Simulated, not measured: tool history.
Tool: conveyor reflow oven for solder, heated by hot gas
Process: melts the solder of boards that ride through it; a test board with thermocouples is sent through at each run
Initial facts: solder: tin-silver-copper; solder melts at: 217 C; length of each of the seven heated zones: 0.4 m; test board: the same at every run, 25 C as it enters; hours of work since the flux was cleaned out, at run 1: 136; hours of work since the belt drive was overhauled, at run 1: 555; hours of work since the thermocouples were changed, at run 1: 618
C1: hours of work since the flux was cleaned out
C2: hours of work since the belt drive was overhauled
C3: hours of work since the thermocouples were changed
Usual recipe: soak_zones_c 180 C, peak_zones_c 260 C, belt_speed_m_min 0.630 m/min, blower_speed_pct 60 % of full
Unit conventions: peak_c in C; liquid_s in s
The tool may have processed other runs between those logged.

run 1 hour=0.0 | soak_zones_c=180 peak_zones_c=260 belt_speed_m_min=0.630 blower_speed_pct=60 | C1=136 C2=555 C3=618 | peak_c=241.8 liquid_s=50.4
run 2 hour=20.6 | soak_zones_c=180 peak_zones_c=260 belt_speed_m_min=0.630 blower_speed_pct=60 | C1=147 C2=566 C3=629 | peak_c=241.9 liquid_s=50.4
run 3 hour=41.0 | soak_zones_c=180 peak_zones_c=260 belt_speed_m_min=0.630 blower_speed_pct=60 | C1=158 C2=577 C3=640 | peak_c=241.7 liquid_s=50.1
run 4 hour=64.1 | soak_zones_c=180 peak_zones_c=260 belt_speed_m_min=0.630 blower_speed_pct=60 | C1=171 C2=590 C3=652 | peak_c=241.7 liquid_s=50.0
run 5 hour=85.7 | soak_zones_c=180 peak_zones_c=260 belt_speed_m_min=0.630 blower_speed_pct=60 | C1=182 C2=601 C3=664 | peak_c=241.7 liquid_s=49.7
-- hour=97.0 flux residue cleaned out of gas plates and filters
run 6 hour=104.2 | soak_zones_c=180 peak_zones_c=260 belt_speed_m_min=0.630 blower_speed_pct=60 | C1=4 C2=609 C3=671 | peak_c=243.2 liquid_s=52.0
run 7 hour=134.9 | soak_zones_c=180 peak_zones_c=260 belt_speed_m_min=0.630 blower_speed_pct=60 | C1=21 C2=625 C3=688 | peak_c=243.2 liquid_s=52.3
run 8 hour=158.3 | soak_zones_c=180 peak_zones_c=260 belt_speed_m_min=0.630 blower_speed_pct=60 | C1=33 C2=638 C3=701 | peak_c=242.7 liquid_s=51.8
run 9 hour=172.2 | soak_zones_c=180 peak_zones_c=260 belt_speed_m_min=0.630 blower_speed_pct=60 | C1=41 C2=645 C3=708 | peak_c=242.9 liquid_s=51.8
run 10 hour=200.8 | soak_zones_c=180 peak_zones_c=260 belt_speed_m_min=0.630 blower_speed_pct=59 | C1=56 C2=661 C3=724 | peak_c=242.3 liquid_s=51.3
-- hour=204.9 thermocouples of zones 6 and 7 changed
run 11 hour=227.9 | soak_zones_c=180 peak_zones_c=260 belt_speed_m_min=0.630 blower_speed_pct=60 | C1=70 C2=674 C3=12 | peak_c=243.6 liquid_s=52.6
run 12 hour=243.9 | soak_zones_c=180 peak_zones_c=260 belt_speed_m_min=0.630 blower_speed_pct=60 | C1=78 C2=683 C3=21 | peak_c=243.6 liquid_s=52.4
run 13 hour=258.2 | soak_zones_c=180 peak_zones_c=260 belt_speed_m_min=0.630 blower_speed_pct=60 | C1=86 C2=691 C3=29 | peak_c=243.4 liquid_s=52.4
run 14 hour=288.0 | soak_zones_c=180 peak_zones_c=260 belt_speed_m_min=0.630 blower_speed_pct=60 | C1=102 C2=707 C3=45 | peak_c=243.3 liquid_s=52.0
run 15 hour=306.9 | soak_zones_c=193 peak_zones_c=263 belt_speed_m_min=0.630 blower_speed_pct=60 | C1=113 C2=717 C3=55 | peak_c=248.3 liquid_s=62.5
run 16 hour=320.2 | soak_zones_c=193 peak_zones_c=263 belt_speed_m_min=0.630 blower_speed_pct=60 | C1=120 C2=724 C3=62 | peak_c=248.3 liquid_s=62.7
run 17 hour=347.3 | soak_zones_c=192 peak_zones_c=260 belt_speed_m_min=0.630 blower_speed_pct=60 | C1=134 C2=739 C3=77 | peak_c=245.3 liquid_s=60.0
run 18 hour=369.5 | soak_zones_c=180 peak_zones_c=273 belt_speed_m_min=0.676 blower_speed_pct=60 | C1=146 C2=751 C3=89 | peak_c=251.0 liquid_s=53.9
run 19 hour=384.5 | soak_zones_c=166 peak_zones_c=260 belt_speed_m_min=0.630 blower_speed_pct=88 | C1=155 C2=759 C3=97 | peak_c=244.6 liquid_s=49.4
run 20 hour=401.3 | soak_zones_c=166 peak_zones_c=260 belt_speed_m_min=0.630 blower_speed_pct=88 | C1=164 C2=768 C3=106 | peak_c=244.3 liquid_s=49.6
run 21 hour=420.8 | soak_zones_c=183 peak_zones_c=272 belt_speed_m_min=0.650 blower_speed_pct=55 | C1=174 C2=779 C3=117 | peak_c=250.6 liquid_s=57.3
run 22 hour=436.0 | soak_zones_c=193 peak_zones_c=256 belt_speed_m_min=0.533 blower_speed_pct=55 | C1=182 C2=787 C3=125 | peak_c=245.1 liquid_s=72.8
-- hour=441.9 belt drive overhauled, speed set with a stopwatch
-- hour=450.8 flux residue cleaned out of gas plates and filters
run 23 hour=475.9 | soak_zones_c=193 peak_zones_c=256 belt_speed_m_min=0.533 blower_speed_pct=55 | C1=14 C2=16 C3=142 | peak_c=245.4 liquid_s=72.1
run 24 hour=500.5 | soak_zones_c=166 peak_zones_c=253 belt_speed_m_min=0.533 blower_speed_pct=73 | C1=27 C2=29 C3=155 | peak_c=241.1 liquid_s=55.9
run 25 hour=531.3 | soak_zones_c=180 peak_zones_c=254 belt_speed_m_min=0.684 blower_speed_pct=60 | C1=44 C2=46 C3=172 | peak_c=235.4 liquid_s=38.2
run 26 hour=559.4 | soak_zones_c=180 peak_zones_c=254 belt_speed_m_min=0.684 blower_speed_pct=60 | C1=59 C2=61 C3=187 | peak_c=235.1 liquid_s=38.1
run 27 hour=586.7 | soak_zones_c=180 peak_zones_c=253 belt_speed_m_min=0.630 blower_speed_pct=83 | C1=74 C2=76 C3=202 | peak_c=240.1 liquid_s=49.9

Here are 4 independent what-if runs from the current tool condition. What would each one return?
run A hour=600.2 | soak_zones_c=186 peak_zones_c=263 belt_speed_m_min=0.630 blower_speed_pct=80 | C1=81 C2=83 C3=209 | peak_c=? liquid_s=?
run B hour=600.2 | soak_zones_c=192 peak_zones_c=253 belt_speed_m_min=0.630 blower_speed_pct=53 | C1=81 C2=83 C3=209 | peak_c=? liquid_s=?
run C hour=600.2 | soak_zones_c=180 peak_zones_c=263 belt_speed_m_min=0.630 blower_speed_pct=60 | C1=81 C2=83 C3=209 | peak_c=? liquid_s=?
run D hour=600.2 | soak_zones_c=170 peak_zones_c=260 belt_speed_m_min=0.672 blower_speed_pct=74 | C1=81 C2=83 C3=209 | peak_c=? liquid_s=?

run=A peak_c=249.2 liquid_s=59.8
run=B peak_c=237.8 liquid_s=50.9
run=C peak_c=244.7 liquid_s=52.3
run=D peak_c=241.0 liquid_s=42.2
Had the tool no hidden state, the same runs would have come out as:
run=A peak_c=250.5 liquid_s=60.8
run=B peak_c=238.9 liquid_s=52.4
run=C peak_c=246.1 liquid_s=53.7
run=D peak_c=242.6 liquid_s=43.9
